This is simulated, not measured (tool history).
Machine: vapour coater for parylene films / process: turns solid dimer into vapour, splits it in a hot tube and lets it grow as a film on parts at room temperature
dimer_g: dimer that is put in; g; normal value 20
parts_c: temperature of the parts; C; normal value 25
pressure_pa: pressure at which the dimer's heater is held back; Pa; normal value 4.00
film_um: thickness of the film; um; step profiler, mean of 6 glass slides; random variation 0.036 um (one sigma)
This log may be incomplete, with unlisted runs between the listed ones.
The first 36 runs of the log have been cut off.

Run 37, day 35.162: usual settings but parts_c 32 C, pressure_pa 2.01 Pa. Result: film_um 3.18 um.
Run 38, day 36.312: usual settings but dimer_g 15 g, parts_c 36 C, pressure_pa 3.32 Pa. Result: film_um 1.89 um.
At day 37.000: trap's valve overhauled.
Run 39, day 37.392: usual settings but parts_c 35 C, pressure_pa 4.82 Pa. Result: film_um 2.65 um.
Run 40, day 38.417: usual settings but parts_c 35 C, pressure_pa 4.82 Pa. Result: film_um 2.72 um.
Run 41, day 39.658: usual settings but dimer_g 10 g, parts_c 35 C, pressure_pa 5.67 Pa. Result: film_um 1.25 um.
Run 42, day 40.371: usual settings but dimer_g 10 g, parts_c 35 C, pressure_pa 5.67 Pa. Result: film_um 1.25 um.
Run 43, day 41.708: usual settings but dimer_g 22 g, parts_c 32 C. Result: film_um 3.30 um.
Run 44, day 42.279: usual settings but dimer_g 22 g, parts_c 32 C. Result: film_um 3.28 um.

Predict the results of run 45:
Run 45, day 43.275: usual settings but dimer_g 22 g, parts_c 32 C. Result: film_um ?.

For run 45 the tool returned film_um 3.26 um.
Take away the tool's hidden state, keep the run-to-run variation as it was, and the same run would have given film_um 3.30 um.
